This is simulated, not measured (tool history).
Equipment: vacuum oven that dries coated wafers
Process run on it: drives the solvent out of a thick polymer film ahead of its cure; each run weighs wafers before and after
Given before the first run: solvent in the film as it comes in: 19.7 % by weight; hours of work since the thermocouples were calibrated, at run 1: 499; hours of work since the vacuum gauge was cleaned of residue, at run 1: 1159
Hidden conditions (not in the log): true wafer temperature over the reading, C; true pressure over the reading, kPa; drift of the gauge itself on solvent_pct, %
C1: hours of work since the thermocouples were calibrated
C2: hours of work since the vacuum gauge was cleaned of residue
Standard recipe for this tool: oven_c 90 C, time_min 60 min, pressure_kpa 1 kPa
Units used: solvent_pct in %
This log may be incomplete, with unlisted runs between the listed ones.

{"run": 1, "day": 0.0, "oven_c": 90, "time_min": 60, "pressure_kpa": 1, "C1": 499, "C2": 1159, "solvent_pct": 3.16}
{"run": 2, "day": 1.475, "oven_c": 90, "time_min": 60, "pressure_kpa": 1, "C1": 516, "C2": 1176, "solvent_pct": 3.17}
{"run": 3, "day": 3.933, "oven_c": 90, "time_min": 60, "pressure_kpa": 1, "C1": 545, "C2": 1205, "solvent_pct": 3.2}
{"run": 4, "day": 6.262, "oven_c": 90, "time_min": 60, "pressure_kpa": 1, "C1": 572, "C2": 1232, "solvent_pct": 3.19}
{"run": 5, "day": 8.146, "oven_c": 90, "time_min": 60, "pressure_kpa": 1, "C1": 594, "C2": 1254, "solvent_pct": 3.17}
{"run": 6, "day": 10.333, "oven_c": 90, "time_min": 68, "pressure_kpa": 1, "C1": 620, "C2": 1280, "solvent_pct": 2.66}
{"day": 10.633, "done": "vacuum gauge cleaned of residue and calibrated"}
{"day": 10.921, "done": "oven's thermocouples calibrated"}
{"run": 7, "day": 13.921, "oven_c": 90, "time_min": 68, "pressure_kpa": 1, "C1": 35, "C2": 38, "solvent_pct": 2.55}
{"run": 8, "day": 16.888, "oven_c": 90, "time_min": 68, "pressure_kpa": 1, "C1": 70, "C2": 73, "solvent_pct": 2.56}
{"run": 9, "day": 19.358, "oven_c": 86, "time_min": 42, "pressure_kpa": 1.47, "C1": 99, "C2": 102, "solvent_pct": 6.73}
{"day": 20.267, "done": "vacuum gauge cleaned of residue and calibrated, once more"}
{"run": 10, "day": 22.85, "oven_c": 90, "time_min": 42, "pressure_kpa": 3.25, "C1": 139, "C2": 30, "solvent_pct": 5.73}
{"run": 11, "day": 26.375, "oven_c": 90, "time_min": 42, "pressure_kpa": 3.25, "C1": 181, "C2": 72, "solvent_pct": 5.79}

Run 12 comes next. What will it give?
{"run": 12, "day": 27.992, "oven_c": 104, "time_min": 54, "pressure_kpa": 0.87, "C1": 200, "C2": 91, "solvent_pct": "?"}

{"run 12": {"solvent_pct": 0.53}}
Minus the tool's unlogged condition, the same run would have read solvent_pct 0.51 %.

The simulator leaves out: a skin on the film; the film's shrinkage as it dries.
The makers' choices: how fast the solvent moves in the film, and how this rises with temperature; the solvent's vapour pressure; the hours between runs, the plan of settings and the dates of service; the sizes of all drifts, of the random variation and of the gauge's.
